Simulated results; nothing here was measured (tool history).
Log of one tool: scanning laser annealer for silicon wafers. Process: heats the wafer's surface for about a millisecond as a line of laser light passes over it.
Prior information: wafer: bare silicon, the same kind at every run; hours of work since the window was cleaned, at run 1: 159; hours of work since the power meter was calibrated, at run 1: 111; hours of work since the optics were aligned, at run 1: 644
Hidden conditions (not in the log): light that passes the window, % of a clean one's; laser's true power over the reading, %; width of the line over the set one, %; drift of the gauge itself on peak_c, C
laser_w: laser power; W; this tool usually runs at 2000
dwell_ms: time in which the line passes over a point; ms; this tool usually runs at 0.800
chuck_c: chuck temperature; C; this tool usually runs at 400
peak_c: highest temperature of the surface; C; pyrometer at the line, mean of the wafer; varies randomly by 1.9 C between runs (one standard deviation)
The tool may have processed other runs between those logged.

| run | hour | laser_w | dwell_ms | chuck_c | hours of work since the window was cleaned | hours of work since the power meter was calibrated | hours of work since the optics were aligned | peak_c |
|---|---|---|---|---|---|---|---|---|
| 1 | 0.0 | 2000 | 0.800 | 400 | 159 | 111 | 644 | 1186 |
| 2 | 17.4 | 1766 | 0.800 | 400 | 173 | 125 | 658 | 1086 |
| 3 | 30.6 | 1766 | 0.800 | 400 | 183 | 135 | 668 | 1084 |
| 4 | 42.5 | 1925 | 0.800 | 400 | 192 | 144 | 677 | 1153 |
| 5 | 62.6 | 2000 | 0.800 | 400 | 208 | 160 | 693 | 1188 |
| 6 | 75.0 | 2000 | 0.800 | 439 | 217 | 169 | 702 | 1221 |
| 7 | 92.4 | 2000 | 0.800 | 413 | 230 | 183 | 716 | 1192 |
| 8 | 109.6 | 2000 | 0.800 | 400 | 244 | 196 | 729 | 1180 |
| 9 | 121.6 | 2000 | 0.960 | 400 | 253 | 205 | 738 | 1257 |
| 10 | 144.7 | 2000 | 0.800 | 400 | 271 | 223 | 756 | 1177 |
| 11 | 167.5 | 2000 | 0.800 | 400 | 288 | 240 | 773 | 1177 |
| 12 | 188.6 | 2000 | 0.800 | 400 | 304 | 257 | 790 | 1177 |
| 13 | 199.7 | 2000 | 0.800 | 400 | 313 | 265 | 798 | 1172 |
| 14 | 223.1 | 2000 | 0.800 | 400 | 331 | 283 | 816 | 1173 |
| 15 | 234.3 | 2000 | 0.800 | 400 | 340 | 292 | 825 | 1174 |
| 16 | 254.5 | 2000 | 0.800 | 400 | 355 | 307 | 840 | 1171 |
| 17 | 265.4 | 1752 | 0.840 | 435 | 364 | 316 | 849 | 1117 |
| 18 | 289.8 | 1752 | 0.840 | 435 | 382 | 334 | 867 | 1115 |
| 19 | 301.9 | 1752 | 0.693 | 364 | 392 | 344 | 877 | 978 |
| 20 | 325.8 | 2000 | 0.889 | 405 | 410 | 362 | 895 | 1217 |
|  | 328.9 | window over the wafer cleaned |
| 21 | 343.9 | 1863 | 0.671 | 437 | 12 | 375 | 908 | 1068 |
|  | 363.4 | optics aligned, line set to its width |
| 22 | 372.8 | 2170 | 0.579 | 400 | 30 | 393 | 7 | 1105 |
| 23 | 393.4 | 2170 | 0.579 | 400 | 46 | 409 | 23 | 1101 |
| 24 | 417.7 | 2170 | 0.579 | 400 | 64 | 427 | 42 | 1103 |
| 25 | 435.6 | 2170 | 0.579 | 439 | 78 | 441 | 56 | 1140 |
|  | 441.3 | window over the wafer cleaned, once more |
| 26 | 461.7 | 1776 | 0.948 | 395 | 16 | 460 | 74 | 1158 |
| 27 | 473.8 | 2145 | 0.800 | 397 | 25 | 469 | 83 | 1267 |
| 28 | 492.8 | 2139 | 0.746 | 393 | 40 | 484 | 98 | 1227 |
| 29 | 516.8 | 1914 | 0.573 | 393 | 58 | 502 | 117 | 1035 |
| 30 | 539.9 | 1914 | 0.573 | 393 | 76 | 520 | 134 | 1033 |
| 31 | 553.5 | 1839 | 0.966 | 423 | 86 | 530 | 145 | 1218 |
| 32 | 568.1 | 2195 | 0.800 | 400 | 98 | 542 | 156 | 1284 |

Entry by entry between the runs, the difference in hidden state between the last listed run before and the first listed run after:
Runs 20 to 21: window over the wafer cleaned (hour 328.9)
  light that passes the window, % of a clean one's: 96.96 -> 94.85; width of the line over the set one, %: 2.29 -> 2.32
  measured value less the no-hidden-state value, peak_c: -43 -> -50 C
Runs 21 to 22: optics aligned, line set to its width (hour 363.4)
  light that passes the window, % of a clean one's: 94.85 -> 94.71; laser's true power over the reading, %: -0.2 -> -0.21; width of the line over the set one, %: 2.32 -> 0.11
  measured value less the no-hidden-state value, peak_c: -50 -> -47 C
Runs 25 to 26: window over the wafer cleaned, once more (hour 441.3)
  light that passes the window, % of a clean one's: 94.34 -> 99.81; width of the line over the set one, %: 0.23 -> 0.27
  measured value less the no-hidden-state value, peak_c: -50 -> -5 C
